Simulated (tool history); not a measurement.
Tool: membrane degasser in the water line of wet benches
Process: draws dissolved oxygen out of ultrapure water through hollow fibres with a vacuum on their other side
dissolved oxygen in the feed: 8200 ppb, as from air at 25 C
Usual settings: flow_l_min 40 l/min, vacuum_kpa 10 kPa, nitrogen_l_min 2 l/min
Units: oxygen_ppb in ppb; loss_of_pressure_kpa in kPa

| run | day | flow_l_min | vacuum_kpa | nitrogen_l_min | oxygen_ppb | loss_of_pressure_kpa |
|---|---|---|---|---|---|---|
| 1 | 0 | 40 | 10 | 2 | 303 | 27.55 |
| 2 | 7.267 | 32 | 10 | 2 | 244 | 22.21 |
| 3 | 12.404 | 32 | 10 | 2 | 245.6 | 22.07 |
| 4 | 18.633 | 40 | 10 | 1.2 | 460.1 | 27.65 |
| 5 | 25.358 | 40 | 10 | 1.2 | 460.2 | 27.81 |
| 6 | 28.938 | 40 | 10 | 1.2 | 461.1 | 27.81 |
|  | 30.196 | seals of the vacuum lines changed |
| 7 | 34.879 | 40 | 10 | 1.2 | 460.6 | 27.38 |
| 8 | 37.921 | 40 | 10 | 1.2 | 460.8 | 27.95 |
| 9 | 44.688 | 40 | 10 | 1.2 | 461.6 | 27.82 |
| 10 | 49.146 | 40 | 10 | 2 | 305 | 27.73 |
| 11 | 53.638 | 63 | 10 | 2 | 490.9 | 43.74 |
| 12 | 56.817 | 63 | 14.7 | 2 | 767.2 | 43.94 |
| 13 | 59.846 | 63 | 14.7 | 2 | 766.7 | 43.65 |
| 14 | 66.1 | 63 | 14.7 | 2 | 766.2 | 43.87 |
| 15 | 70.317 | 63 | 14.7 | 2 | 767.2 | 43.5 |
| 16 | 76.7 | 63 | 14.7 | 2 | 767.4 | 43.71 |
| 17 | 82.458 | 40 | 21.8 | 5.4 | 330.4 | 27.83 |
| 18 | 86.946 | 58 | 18.1 | 3 | 652.2 | 40.37 |
| 19 | 93.221 | 58 | 9.2 | 0.87 | 717.9 | 40.43 |
| 20 | 96.796 | 33 | 13.1 | 0.87 | 721.1 | 22.9 |
| 21 | 102.979 | 33 | 14.3 | 0.87 | 802.3 | 22.9 |
| 22 | 109.375 | 33 | 14.3 | 0.87 | 800.9 | 22.98 |
| 23 | 113.342 | 25 | 14.3 | 0.87 | 644.6 | 17.49 |
| 24 | 116.988 | 30 | 7.1 | 0.87 | 276.9 | 20.71 |
| 25 | 122.633 | 59 | 8 | 0.87 | 603.2 | 41.27 |
| 26 | 129.846 | 58 | 14.7 | 0.97 | 1186 | 40.16 |
| 27 | 133.8 | 31 | 6.3 | 1.66 | 133.5 | 21.69 |

Forecast each of these 4 alternatives for the next run:
| A | 139.783 | 42 | 7.4 | 1.66 | ? | ? |
| B | 139.783 | 25 | 6.1 | 5.03 | ? | ? |
| C | 139.783 | 46 | 19.7 | 5.3 | ? | ? |
| D | 139.783 | 48 | 8.5 | 3.44 | ? | ? |

| run | oxygen_ppb | loss_of_pressure_kpa |
|---|---|---|
| A | 242.4 | 29.1 |
| B | 36.6 | 17.25 |
| C | 354.4 | 31.89 |
| D | 193.5 | 33.39 |
Without the tool's hidden state the same runs would have given:
| run | oxygen_ppb | loss_of_pressure_kpa |
|---|---|---|
| A | 237.3 | 29.07 |
| B | 35.8 | 17.23 |
| C | 347 | 31.86 |
| D | 189.3 | 33.36 |

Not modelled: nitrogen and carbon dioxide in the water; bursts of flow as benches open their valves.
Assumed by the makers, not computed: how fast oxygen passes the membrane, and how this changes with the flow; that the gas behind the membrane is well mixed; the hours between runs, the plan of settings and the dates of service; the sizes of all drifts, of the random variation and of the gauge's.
